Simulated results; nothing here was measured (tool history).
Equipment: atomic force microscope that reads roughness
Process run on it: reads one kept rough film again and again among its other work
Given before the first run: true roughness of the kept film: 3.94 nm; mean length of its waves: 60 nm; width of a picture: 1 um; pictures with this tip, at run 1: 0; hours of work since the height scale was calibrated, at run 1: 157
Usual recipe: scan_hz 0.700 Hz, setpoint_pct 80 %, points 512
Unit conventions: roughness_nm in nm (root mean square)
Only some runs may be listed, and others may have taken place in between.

run	hour	scan_hz	setpoint_pct	points	pictures with this tip	hours of work since the height scale was calibrated	roughness_nm
1	0.0	0.700	80	512	0	157	3.613
2	19.6	0.700	82	512	13	166	3.602
3	29.9	0.700	82	512	21	171	3.540
4	52.2	0.700	82	512	36	180	3.524
5	74.5	0.700	85	512	52	190	3.471
6	93.3	0.700	80	512	65	199	3.464
7	110.2	0.700	80	512	77	206	3.441
8	133.0	0.700	80	512	93	216	3.401
9	154.8	0.700	80	512	108	226	3.339
10	166.8	0.914	80	512	116	231	3.305
11	189.8	0.914	80	512	132	242	3.276
12	201.2	0.914	80	512	140	247	3.290
13	221.8	0.914	80	398	154	256	3.227
14	233.5	1.556	81	824	163	261	3.083
15	246.9	1.556	81	824	172	267	3.054
16	266.8	3.905	67	390	186	276	2.983
17	288.9	1.577	71	887	201	286	3.144
18	303.1	1.577	71	887	211	292	3.123
# hour 309.2: new tip fitted
19	322.2	1.577	71	887	9	300	3.538
20	338.4	1.438	88	638	20	308	3.304
21	361.4	1.662	72	400	37	318	3.448
22	381.7	2.548	63	322	51	327	3.439
23	394.2	0.700	80	737	59	332	3.486
24	404.7	0.700	80	737	67	337	3.436

Alternative continuations, all from the tool just after run 24; predict every row:
A	418.1	2.507	59	583	76	343	?
B	418.1	1.907	65	512	76	343	?
C	418.1	1.294	88	568	76	343	?
D	418.1	1.803	80	541	76	343	?
E	418.1	0.700	70	737	76	343	?

run	roughness_nm
A	3.437
B	3.423
C	3.232
D	3.236
E	3.497
What these runs would have given with no unlogged condition in the tool:
run	roughness_nm
A	3.628
B	3.614
C	3.412
D	3.416
E	3.692
